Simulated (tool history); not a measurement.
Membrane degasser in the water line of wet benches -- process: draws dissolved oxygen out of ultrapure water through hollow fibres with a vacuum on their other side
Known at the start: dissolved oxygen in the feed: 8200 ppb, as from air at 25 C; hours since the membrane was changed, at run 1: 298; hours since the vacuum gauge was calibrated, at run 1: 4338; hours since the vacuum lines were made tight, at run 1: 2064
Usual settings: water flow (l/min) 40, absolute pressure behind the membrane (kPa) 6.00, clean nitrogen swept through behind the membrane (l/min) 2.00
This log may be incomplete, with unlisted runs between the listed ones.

run,hour,water flow (l/min),absolute pressure behind the membrane (kPa),clean nitrogen swept through behind the membrane (l/min),hours since the membrane was changed,hours since the vacuum gauge was calibrated,hours since the vacuum lines were made tight,dissolved oxygen in the water behind the degasser (ppb),pressure that the water loses in the fibres (kPa)
1,0.0,40,6.00,2.00,298,4338,2064,330.8,30.93
2,116.4,40,6.00,2.00,415,4454,2180,328.7,30.61
3,231.9,40,6.00,1.80,530,4570,2295,338.1,30.52
4,351.3,40,7.63,2.00,650,4689,2415,402.0,30.35
5,456.2,34,6.00,2.00,755,4794,2520,234.7,26.27
6,523.6,40,6.00,2.00,822,4862,2587,332.2,30.64
7,578.1,28,6.00,2.00,876,4916,2642,149.3,21.40

Forecast run 8:
8,661.2,40,12.37,1.31,960,4999,2725,?,?

{"run 8": {"dissolved oxygen in the water behind the degasser (ppb)": 740.2, "pressure that the water loses in the fibres (kPa)": 30.37}}
Had the tool carried no hidden state, the very same run would have given dissolved oxygen in the water behind the degasser (ppb) 740.1, pressure that the water loses in the fibres (kPa) 30.16.

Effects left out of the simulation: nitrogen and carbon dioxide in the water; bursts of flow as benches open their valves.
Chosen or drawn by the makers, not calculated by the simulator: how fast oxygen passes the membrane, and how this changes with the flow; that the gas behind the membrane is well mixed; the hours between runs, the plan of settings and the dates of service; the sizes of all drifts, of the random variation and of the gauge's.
